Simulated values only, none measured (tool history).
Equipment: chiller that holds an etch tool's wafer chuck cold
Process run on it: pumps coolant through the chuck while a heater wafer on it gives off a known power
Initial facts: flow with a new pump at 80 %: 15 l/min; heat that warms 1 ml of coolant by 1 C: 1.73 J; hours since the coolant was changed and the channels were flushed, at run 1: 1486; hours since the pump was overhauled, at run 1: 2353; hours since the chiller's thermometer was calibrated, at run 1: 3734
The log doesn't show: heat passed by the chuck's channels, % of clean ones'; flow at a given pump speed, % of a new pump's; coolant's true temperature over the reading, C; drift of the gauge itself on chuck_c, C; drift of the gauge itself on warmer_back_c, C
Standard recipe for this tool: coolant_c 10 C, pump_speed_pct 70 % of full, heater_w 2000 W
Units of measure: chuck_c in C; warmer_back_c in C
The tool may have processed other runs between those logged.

run,day,coolant_c,pump_speed_pct,heater_w,hours since the coolant was changed and the channels were flushed,hours since the pump was overhauled,hours since the chiller's thermometer was calibrated,chuck_c,warmer_back_c
1,0.000,10,70,2000,1486,2353,3734,33.8,5.60
2,2.325,10,70,2000,1542,2409,3790,33.7,5.75
3,3.683,13,70,2000,1575,2441,3822,36.8,5.67
4,5.854,10,83,2000,1627,2493,3874,31.9,4.84
5,7.904,10,70,1430,1676,2543,3924,27.2,4.08
# day 8.254: coolant pump overhauled
6,9.396,10,70,1430,1707,27,3954,27.4,4.13
7,11.633,7,70,2000,1760,81,4008,31.3,5.89
8,12.958,15,96,2969,1792,113,4040,45.2,6.26
9,15.192,10,68,1462,1846,167,4093,28.2,4.36
10,16.850,3,78,1462,1886,206,4133,20.0,3.89
11,19.133,16,66,2975,1940,261,4188,53.1,9.24

5 ways to go on from here, each from the tool as it stands after run 11. What would each give?
# day 20.596: coolant pump overhauled, once more
A,21.358,10,61,1432,1989,18,4236,?,?
# day 20.596: coolant pump overhauled, once more
B,21.358,18,94,1574,1989,18,4236,?,?
# day 20.596: coolant pump overhauled, once more
C,21.358,11,86,1029,1989,18,4236,?,?
# day 20.596: coolant pump overhauled, once more
D,21.358,16,78,2975,1989,18,4236,?,?
# day 20.596: coolant pump overhauled, once more
E,21.358,10,85,1478,1989,18,4236,?,?

run,chuck_c,warmer_back_c
A,27.8,4.34
B,34.0,3.14
C,22.1,2.19
D,48.4,7.12
E,25.8,3.22
Without the tool's unlogged condition, the same runs would have read:
run,chuck_c,warmer_back_c
A,26.3,4.31
B,32.6,3.12
C,20.9,2.17
D,46.1,7.07
E,24.4,3.20
